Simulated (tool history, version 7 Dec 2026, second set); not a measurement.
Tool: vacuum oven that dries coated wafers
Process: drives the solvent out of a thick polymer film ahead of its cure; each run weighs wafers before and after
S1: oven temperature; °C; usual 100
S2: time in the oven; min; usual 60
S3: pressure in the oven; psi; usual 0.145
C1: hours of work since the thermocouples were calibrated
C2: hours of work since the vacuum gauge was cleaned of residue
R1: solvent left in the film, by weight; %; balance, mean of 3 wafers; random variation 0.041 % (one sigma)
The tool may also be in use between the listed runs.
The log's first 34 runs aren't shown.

run   hour   S1  S2     S3   C1   C2     R1
 35  510.6   95  34  0.408  342  379   9.85
 36  529.8   95  34  0.408  354  391    9.8
 37  550.3   99  98  0.145  367  404   2.48
 38  572.4  108  44  0.145  380  417   2.74
 39  584.7  108  44  0.145  388  425   2.72
 40  599.1  114  44  0.086  397  434   1.22
 41  611.6  110  33  0.318  405  442   4.17
 42  623.4   86  73  0.354  412  449  10.17
 43  644.4   86  73  0.354  425  462   10.1
 44  656.8   86  73  0.162  433  470   8.45
 45  668.4  111  53  0.479  440  477   3.53
 46  687.1  111  53  0.479  452  489   3.58

4 ways to go on from here, each from the tool as it stands after run 46. What would each give?
  A  703.4  100  60  0.113  462  499   ?
  B  703.4  100  60  0.541  462  499   ?
  C  703.4  103  60  0.084  462  499   ?
  D  703.4  100  66  0.479  462  499   ?

run    R1
  A  3.69
  B  6.88
  C  2.62
  D  6.16
Without the tool's hidden state the same runs would have given:
run    R1
  A  3.32
  B  6.48
  C   2.3
  D  5.76
